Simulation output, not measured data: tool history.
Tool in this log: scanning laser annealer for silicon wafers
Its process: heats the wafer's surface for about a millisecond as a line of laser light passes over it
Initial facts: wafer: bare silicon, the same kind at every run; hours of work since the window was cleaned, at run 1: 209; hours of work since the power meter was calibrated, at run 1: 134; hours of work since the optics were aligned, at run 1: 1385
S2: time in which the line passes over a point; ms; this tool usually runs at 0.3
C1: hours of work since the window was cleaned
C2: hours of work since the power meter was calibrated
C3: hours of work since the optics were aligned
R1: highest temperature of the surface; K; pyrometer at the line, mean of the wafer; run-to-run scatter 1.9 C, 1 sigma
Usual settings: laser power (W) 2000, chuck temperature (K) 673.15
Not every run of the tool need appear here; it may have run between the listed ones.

run 1 hour=0 | laser_power_(W)=2000 S2=0.3 chuck_temperature_(K)=673.15 | C1=209 C2=134 C3=1385 | R1=1429.15
run 2 hour=21.4 | laser_power_(W)=2000 S2=0.3 chuck_temperature_(K)=673.15 | C1=217 C2=143 C3=1394 | R1=1427.15
run 3 hour=31.5 | laser_power_(W)=1909 S2=0.3 chuck_temperature_(K)=673.15 | C1=222 C2=147 C3=1398 | R1=1395.15
run 4 hour=52.8 | laser_power_(W)=1909 S2=0.3 chuck_temperature_(K)=673.15 | C1=230 C2=156 C3=1406 | R1=1397.15
run 5 hour=72.6 | laser_power_(W)=1909 S2=0.3 chuck_temperature_(K)=673.15 | C1=238 C2=164 C3=1415 | R1=1398.15
run 6 hour=88.7 | laser_power_(W)=2000 S2=0.3 chuck_temperature_(K)=641.15 | C1=245 C2=171 C3=1421 | R1=1394.15
run 7 hour=105.6 | laser_power_(W)=2000 S2=0.3 chuck_temperature_(K)=641.15 | C1=252 C2=178 C3=1428 | R1=1395.15
run 8 hour=122.5 | laser_power_(W)=2000 S2=0.3 chuck_temperature_(K)=641.15 | C1=259 C2=185 C3=1435 | R1=1393.15
run 9 hour=142.6 | laser_power_(W)=2000 S2=0.3 chuck_temperature_(K)=641.15 | C1=267 C2=193 C3=1443 | R1=1396.15
run 10 hour=158.9 | laser_power_(W)=2000 S2=0.3 chuck_temperature_(K)=645.15 | C1=274 C2=200 C3=1450 | R1=1400.15
run 11 hour=181.7 | laser_power_(W)=2000 S2=0.3 chuck_temperature_(K)=645.15 | C1=283 C2=209 C3=1459 | R1=1402.15
run 12 hour=192.6 | laser_power_(W)=2038 S2=0.298 chuck_temperature_(K)=713.15 | C1=288 C2=213 C3=1464 | R1=1479.15
run 13 hour=205.3 | laser_power_(W)=2038 S2=0.298 chuck_temperature_(K)=713.15 | C1=293 C2=219 C3=1469 | R1=1479.15
run 14 hour=220.5 | laser_power_(W)=2038 S2=0.298 chuck_temperature_(K)=713.15 | C1=299 C2=225 C3=1475 | R1=1476.15
run 15 hour=241.1 | laser_power_(W)=1906 S2=0.219 chuck_temperature_(K)=650.15 | C1=308 C2=233 C3=1484 | R1=1257.15
run 16 hour=260 | laser_power_(W)=2096 S2=0.25 chuck_temperature_(K)=670.15 | C1=315 C2=241 C3=1492 | R1=1383.15
run 17 hour=280.7 | laser_power_(W)=1768 S2=0.25 chuck_temperature_(K)=656.15 | C1=324 C2=250 C3=1500 | R1=1264.15
run 18 hour=294 | laser_power_(W)=2194 S2=0.313 chuck_temperature_(K)=648.15 | C1=329 C2=255 C3=1506 | R1=1486.15
run 19 hour=303.5 | laser_power_(W)=2194 S2=0.224 chuck_temperature_(K)=653.15 | C1=333 C2=259 C3=1509 | R1=1356.15
run 20 hour=323.4 | laser_power_(W)=1712 S2=0.242 chuck_temperature_(K)=663.15 | C1=342 C2=267 C3=1518 | R1=1242.15
run 21 hour=340.7 | laser_power_(W)=1712 S2=0.335 chuck_temperature_(K)=663.15 | C1=349 C2=274 C3=1525 | R1=1347.15

What if the next run were any one of these 3? Each begins from the tool's condition after run 21:
run A hour=359.2 | laser_power_(W)=2000 S2=0.3 chuck_temperature_(K)=703.15 | C1=356 C2=282 C3=1532 | R1=?
run B hour=359.2 | laser_power_(W)=1915 S2=0.322 chuck_temperature_(K)=710.15 | C1=356 C2=282 C3=1532 | R1=?
run C hour=359.2 | laser_power_(W)=2000 S2=0.314 chuck_temperature_(K)=711.15 | C1=356 C2=282 C3=1532 | R1=?

run=A R1=1450.15
run=B R1=1459.15
run=C R1=1482.15
With no hidden state in the tool, these same runs would have given:
run=A R1=1467.15
run=B R1=1475.15
run=C R1=1499.15

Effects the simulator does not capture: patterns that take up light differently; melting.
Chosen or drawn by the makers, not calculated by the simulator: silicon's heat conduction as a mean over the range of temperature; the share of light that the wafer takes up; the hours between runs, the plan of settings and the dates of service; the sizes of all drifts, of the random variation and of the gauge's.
